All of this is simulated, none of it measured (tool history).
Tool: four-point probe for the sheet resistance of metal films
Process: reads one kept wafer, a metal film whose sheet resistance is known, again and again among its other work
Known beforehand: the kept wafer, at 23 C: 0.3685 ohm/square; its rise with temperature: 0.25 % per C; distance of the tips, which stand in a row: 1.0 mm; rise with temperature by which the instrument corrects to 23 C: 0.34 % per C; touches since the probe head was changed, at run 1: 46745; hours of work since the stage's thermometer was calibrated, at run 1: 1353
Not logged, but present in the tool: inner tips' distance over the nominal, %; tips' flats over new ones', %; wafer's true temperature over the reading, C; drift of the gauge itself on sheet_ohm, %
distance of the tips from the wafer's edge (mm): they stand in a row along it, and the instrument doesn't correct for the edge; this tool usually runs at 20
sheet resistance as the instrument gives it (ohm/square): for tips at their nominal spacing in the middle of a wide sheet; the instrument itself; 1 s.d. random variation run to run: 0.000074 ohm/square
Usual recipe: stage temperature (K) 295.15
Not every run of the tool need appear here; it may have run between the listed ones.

run,hour,stage temperature (K),distance of the tips from the wafer's edge (mm),touches since the probe head was changed,hours of work since the stage's thermometer was calibrated,sheet resistance as the instrument gives it (ohm/square)
1,0,295.15,20,46745,1353,0.367946
2,61.1,295.15,20,49300,1389,0.368001
3,106.4,295.15,20,51196,1415,0.367755
4,217.7,295.15,20,55856,1480,0.367877
5,273.4,295.15,6,58186,1513,0.372716
6,370.9,295.15,6,62266,1570,0.372684
7,456.3,307.15,20,65841,1620,0.364164
8,564.4,307.15,20,70366,1683,0.364185
9,609.3,307.15,20,72244,1709,0.364059
10,703.3,307.15,20,76177,1764,0.364104
# hour 709.6: stage's thermometer calibrated
11,811.1,307.15,20,80668,59,0.364143
12,912.6,297.15,41,84916,119,0.366544
13,975.4,297.15,41,87542,155,0.366428
14,1070.1,295.15,73,91506,211,0.366985
15,1180.7,295.15,73,96133,275,0.367156
# hour 1213.3: stage's thermometer calibrated, once more
16,1259.6,295.15,73,99414,27,0.366154
17,1328.2,300.15,3,102286,67,0.385062
18,1429.7,300.15,14,106532,126,0.365528
19,1519.2,301.15,50,110280,179,0.364221
20,1597.5,301.15,50,113557,225,0.364257
21,1695,294.15,4,117637,282,0.378221
22,1790.3,297.15,12,121623,337,0.366557

For each entry between runs, how does the tool's hidden state at the last listed run before it compare with that at the first listed run after it?
Run 10 -> run 11: stage's thermometer calibrated (hour 709.6)
  inner tips' distance over the nominal, %: -0.574 -> -0.595; tips' flats over new ones', %: 38 -> 40; wafer's true temperature over the reading, C: 0.58 -> 0.8
  measured less the result without the state, sheet resistance as the instrument gives it (ohm/square): -0.001743 -> -0.00163
Run 15 -> run 16: stage's thermometer calibrated, once more (hour 1213.3)
  inner tips' distance over the nominal, %: -0.67 -> -0.686; tips' flats over new ones', %: 48 -> 50; wafer's true temperature over the reading, C: 0.87 -> 0.06
  measured less the result without the state, sheet resistance as the instrument gives it (ohm/square): -0.001856 -> -0.002676
